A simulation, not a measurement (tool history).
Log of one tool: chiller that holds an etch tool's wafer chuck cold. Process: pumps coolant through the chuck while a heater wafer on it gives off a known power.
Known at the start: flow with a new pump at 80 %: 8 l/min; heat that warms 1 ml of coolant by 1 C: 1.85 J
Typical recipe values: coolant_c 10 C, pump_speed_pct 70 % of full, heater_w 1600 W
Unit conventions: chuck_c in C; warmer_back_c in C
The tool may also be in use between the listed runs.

run	day	coolant_c	pump_speed_pct	heater_w	chuck_c	warmer_back_c
1	0	10	70	1600	25.6	7.9
2	4.838	10	70	1600	25.7	7.89
3	7.746	9	70	1600	24.7	7.85
4	11.179	10	70	1539	25.1	7.52
5	17.275	19	70	1539	34.2	7.63
6	23.054	19	70	1539	34.2	7.55
7	27.883	19	70	1539	34.3	7.66
8	30.721	19	100	1539	29.8	5.05
9	35.358	19	100	1539	29.9	5.1
10	38.879	19	100	1539	30	5.15
11	42.654	10	70	1600	26.1	7.96
12	47.992	10	70	1600	26.1	7.97
13	53.733	10	70	1600	26.2	7.92
14	57.304	2	63	849	11.8	4.73

Forecast run 15:
15	62.567	2	63	849	?	?

{"run 15": {"chuck_c": 11.7, "warmer_back_c": 4.75}}
Minus the tool's unlogged condition, the same run would have read chuck_c 10.7 C, warmer_back_c 4.51 C.

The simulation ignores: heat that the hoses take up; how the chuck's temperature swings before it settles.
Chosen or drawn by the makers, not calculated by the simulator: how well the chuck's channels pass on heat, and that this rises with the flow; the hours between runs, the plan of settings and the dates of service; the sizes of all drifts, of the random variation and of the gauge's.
